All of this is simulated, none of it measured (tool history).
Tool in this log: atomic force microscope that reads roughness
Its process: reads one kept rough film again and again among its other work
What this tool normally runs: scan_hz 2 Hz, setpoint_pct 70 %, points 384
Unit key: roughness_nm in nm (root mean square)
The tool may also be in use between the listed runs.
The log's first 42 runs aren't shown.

| run | hour | scan_hz | setpoint_pct | points | roughness_nm |
|---|---|---|---|---|---|
| 43 | 310.1 | 1.5 | 88 | 494 | 4.641 |
| 44 | 315.5 | 2.18 | 61 | 555 | 4.967 |
| 45 | 320.8 | 2.18 | 61 | 555 | 4.996 |
| 46 | 330.6 | 2.18 | 61 | 555 | 4.97 |
| 47 | 335.6 | 2.18 | 85 | 555 | 4.507 |
| 48 | 341.6 | 2.18 | 85 | 555 | 4.534 |
| 49 | 346.2 | 1.49 | 70 | 555 | 4.942 |
| 50 | 357.3 | 0.94 | 63 | 982 | 5.061 |
| 51 | 362 | 1.69 | 62 | 384 | 5.017 |
| 52 | 368.8 | 2 | 88 | 384 | 4.49 |
| 53 | 378.5 | 2 | 88 | 384 | 4.518 |
| 54 | 385.4 | 2 | 88 | 766 | 4.511 |

3 options for the next run, each taken on its own from the tool as it stands now. Forecast them:
| A | 394 | 2 | 61 | 766 | ? |
| B | 394 | 2 | 70 | 424 | ? |
| C | 394 | 1.15 | 88 | 766 | ? |

| run | roughness_nm |
|---|---|
| A | 5.034 |
| B | 4.853 |
| C | 4.766 |
Had the tool no hidden state, the same runs would have come out as:
| run | roughness_nm |
|---|---|
| A | 5.042 |
| B | 4.861 |
| C | 4.773 |

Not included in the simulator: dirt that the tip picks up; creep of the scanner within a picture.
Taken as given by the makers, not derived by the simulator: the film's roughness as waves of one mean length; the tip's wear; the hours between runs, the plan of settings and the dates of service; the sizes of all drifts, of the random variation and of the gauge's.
